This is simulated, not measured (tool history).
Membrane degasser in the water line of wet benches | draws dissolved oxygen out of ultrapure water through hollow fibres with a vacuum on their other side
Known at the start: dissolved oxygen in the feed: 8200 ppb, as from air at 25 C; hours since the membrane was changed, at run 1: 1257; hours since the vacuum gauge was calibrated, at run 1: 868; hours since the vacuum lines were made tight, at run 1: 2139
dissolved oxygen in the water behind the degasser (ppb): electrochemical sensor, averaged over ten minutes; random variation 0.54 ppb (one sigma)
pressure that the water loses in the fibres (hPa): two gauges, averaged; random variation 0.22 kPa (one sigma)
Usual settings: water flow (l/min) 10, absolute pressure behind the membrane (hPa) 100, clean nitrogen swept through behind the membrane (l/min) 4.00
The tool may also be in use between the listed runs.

| run | day | water flow (l/min) | absolute pressure behind the membrane (hPa) | clean nitrogen swept through behind the membrane (l/min) | hours since the membrane was changed | hours since the vacuum gauge was calibrated | hours since the vacuum lines were made tight | dissolved oxygen in the water behind the degasser (ppb) | pressure that the water loses in the fibres (hPa) |
|---|---|---|---|---|---|---|---|---|---|
| 1 | 0.000 | 10 | 100 | 4.00 | 1257 | 868 | 2139 | 44.3 | 558.0 |
| 2 | 6.379 | 7 | 100 | 4.00 | 1411 | 1021 | 2292 | 29.0 | 390.0 |
| 3 | 10.062 | 7 | 100 | 4.00 | 1499 | 1110 | 2381 | 30.2 | 389.5 |
| 4 | 14.817 | 10 | 100 | 5.89 | 1613 | 1224 | 2495 | 30.7 | 556.8 |
| 5 | 19.933 | 10 | 100 | 2.99 | 1736 | 1346 | 2618 | 58.5 | 551.6 |
| 6 | 24.367 | 10 | 100 | 2.99 | 1842 | 1453 | 2724 | 58.1 | 550.5 |
| 7 | 28.788 | 10 | 133 | 2.99 | 1948 | 1559 | 2830 | 85.8 | 551.7 |
| 8 | 37.429 | 10 | 100 | 4.00 | 2156 | 1766 | 3038 | 43.9 | 550.3 |
| 9 | 41.900 | 10 | 100 | 4.00 | 2263 | 1874 | 3145 | 44.8 | 549.4 |
| 10 | 47.279 | 10 | 100 | 4.00 | 2392 | 2003 | 3274 | 44.7 | 546.5 |
| 11 | 52.675 | 10 | 100 | 4.00 | 2522 | 2132 | 3404 | 45.3 | 544.3 |
| 12 | 58.950 | 10 | 100 | 2.51 | 2672 | 2283 | 3554 | 69.1 | 550.7 |
| 13 | 67.212 | 10 | 100 | 2.51 | 2870 | 2481 | 3752 | 69.5 | 544.5 |
| 14 | 71.129 | 7 | 100 | 4.00 | 2964 | 2575 | 3846 | 29.7 | 383.4 |
| 15 | 77.525 | 10 | 100 | 4.00 | 3118 | 2729 | 4000 | 44.3 | 544.9 |
| 16 | 86.429 | 10 | 100 | 4.00 | 3332 | 2942 | 4214 | 43.8 | 541.5 |
| 17 | 93.971 | 10 | 94 | 2.65 | 3513 | 3123 | 4395 | 60.2 | 539.3 |
|  | 98.208 | gauge calibrated |
| 18 | 98.812 | 10 | 94 | 2.65 | 3629 | 3240 | 4511 | 59.4 | 558.9 |
| 19 | 105.046 | 8 | 64 | 2.65 | 3779 | 3389 | 4660 | 24.6 | 444.2 |
| 20 | 110.588 | 10 | 76 | 5.16 | 3912 | 3522 | 4793 | 23.5 | 554.7 |
| 21 | 115.450 | 12 | 88 | 10.79 | 4028 | 3639 | 4910 | 22.4 | 665.5 |
| 22 | 119.708 | 10 | 100 | 2.74 | 4130 | 3741 | 5012 | 63.9 | 555.3 |
| 23 | 126.808 | 10 | 100 | 2.74 | 4301 | 3911 | 5183 | 63.6 | 549.9 |
| 24 | 131.850 | 10 | 152 | 3.45 | 4422 | 4032 | 5304 | 90.1 | 551.6 |
| 25 | 140.196 | 7 | 152 | 3.45 | 4622 | 4233 | 5504 | 61.1 | 386.4 |
| 26 | 145.654 | 7 | 152 | 3.45 | 4753 | 4364 | 5635 | 61.5 | 384.8 |
| 27 | 152.775 | 6 | 179 | 1.71 | 4924 | 4535 | 5806 | 123.2 | 329.3 |
|  | 160.304 | vacuum gauge calibrated |
| 28 | 161.646 | 6 | 179 | 1.71 | 5136 | 32 | 6018 | 124.3 | 330.1 |
| 29 | 168.162 | 10 | 100 | 1.79 | 5293 | 189 | 6175 | 93.3 | 546.0 |
| 30 | 175.450 | 10 | 100 | 1.79 | 5468 | 363 | 6350 | 94.5 | 541.4 |
| 31 | 180.029 | 10 | 100 | 1.79 | 5578 | 473 | 6459 | 94.2 | 546.9 |

Forecast each of these 4 alternatives for the next run:
| A | 184.529 | 10 | 205 | 9.47 | 5686 | 581 | 6568 | ? | ? |
| B | 184.529 | 10 | 76 | 3.54 | 5686 | 581 | 6568 | ? | ? |
| C | 184.529 | 16 | 127 | 1.79 | 5686 | 581 | 6568 | ? | ? |
| D | 184.529 | 10 | 113 | 2.50 | 5686 | 581 | 6568 | ? | ? |

| run | dissolved oxygen in the water behind the degasser (ppb) | pressure that the water loses in the fibres (hPa) |
|---|---|---|
| A | 48.4 | 546.2 |
| B | 33.3 | 540.0 |
| C | 224.8 | 871.1 |
| D | 81.3 | 544.6 |
Without the tool's hidden state the same runs would have given:
| run | dissolved oxygen in the water behind the degasser (ppb) | pressure that the water loses in the fibres (hPa) |
|---|---|---|
| A | 48.3 | 560.5 |
| B | 33.2 | 554.1 |
| C | 224.7 | 893.8 |
| D | 81.3 | 558.8 |
